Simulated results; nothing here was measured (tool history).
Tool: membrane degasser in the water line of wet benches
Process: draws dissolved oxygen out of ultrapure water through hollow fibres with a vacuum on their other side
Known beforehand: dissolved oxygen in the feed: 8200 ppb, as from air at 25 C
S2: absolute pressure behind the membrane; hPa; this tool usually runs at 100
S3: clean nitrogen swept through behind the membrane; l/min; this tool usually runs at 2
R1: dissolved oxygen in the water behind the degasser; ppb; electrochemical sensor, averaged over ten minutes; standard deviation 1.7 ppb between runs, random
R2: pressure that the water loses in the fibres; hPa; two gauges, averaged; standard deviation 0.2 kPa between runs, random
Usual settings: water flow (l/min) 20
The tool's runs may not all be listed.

{"run": 1, "hour": 0.0, "water flow (l/min)": 20, "S2": 100, "S3": 2, "R1": 173.7, "R2": 465}
{"run": 2, "hour": 73.5, "water flow (l/min)": 20, "S2": 100, "S3": 2, "R1": 179.3, "R2": 464}
{"run": 3, "hour": 123.7, "water flow (l/min)": 20, "S2": 100, "S3": 1, "R1": 320.4, "R2": 461.6}
{"run": 4, "hour": 190.7, "water flow (l/min)": 20, "S2": 100, "S3": 1, "R1": 320.7, "R2": 464.4}
{"run": 5, "hour": 266.5, "water flow (l/min)": 20, "S2": 100, "S3": 1, "R1": 311.2, "R2": 461.5}
{"run": 6, "hour": 303.4, "water flow (l/min)": 20, "S2": 100, "S3": 2, "R1": 179.4, "R2": 466.5}
{"run": 7, "hour": 390.9, "water flow (l/min)": 20, "S2": 100, "S3": 2, "R1": 180.1, "R2": 468.2}
{"hour": 397.1, "done": "vacuum gauge calibrated"}
{"run": 8, "hour": 433.3, "water flow (l/min)": 20, "S2": 100, "S3": 2, "R1": 178.7, "R2": 464.2}
{"run": 9, "hour": 517.4, "water flow (l/min)": 20, "S2": 100, "S3": 2, "R1": 180, "R2": 466.5}
{"run": 10, "hour": 592.0, "water flow (l/min)": 20, "S2": 100, "S3": 2, "R1": 178.2, "R2": 461.3}
{"hour": 661.8, "done": "vacuum gauge calibrated, once more"}
{"run": 11, "hour": 675.5, "water flow (l/min)": 32, "S2": 100, "S3": 1.31, "R1": 412.1, "R2": 747.1}
{"run": 12, "hour": 715.5, "water flow (l/min)": 32, "S2": 100, "S3": 1.31, "R1": 409.7, "R2": 748.5}
{"run": 13, "hour": 752.0, "water flow (l/min)": 32, "S2": 100, "S3": 1.31, "R1": 413.7, "R2": 747.3}
{"run": 14, "hour": 802.0, "water flow (l/min)": 20, "S2": 97, "S3": 5.85, "R1": 71.4, "R2": 466}
{"run": 15, "hour": 866.2, "water flow (l/min)": 17, "S2": 114, "S3": 1.66, "R1": 208.1, "R2": 395.8}

Alternative continuations, all from the tool just after run 15; predict every row:
{"run": "A", "hour": 906.9, "water flow (l/min)": 17, "S2": 220, "S3": 2.64, "R1": "?", "R2": "?"}
{"run": "B", "hour": 906.9, "water flow (l/min)": 16, "S2": 114, "S3": 4.41, "R1": "?", "R2": "?"}
{"run": "C", "hour": 906.9, "water flow (l/min)": 17, "S2": 61, "S3": 1.7, "R1": "?", "R2": "?"}

run=A R1=304.5 R2=397.2
run=B R1=82.1 R2=371.9
run=C R1=79.8 R2=395.2
With the hidden condition removed and each run's random variation left untouched, the same runs would have given:
run=A R1=291.5 R2=392.7
run=B R1=77.7 R2=367.6
run=C R1=75.6 R2=390.6
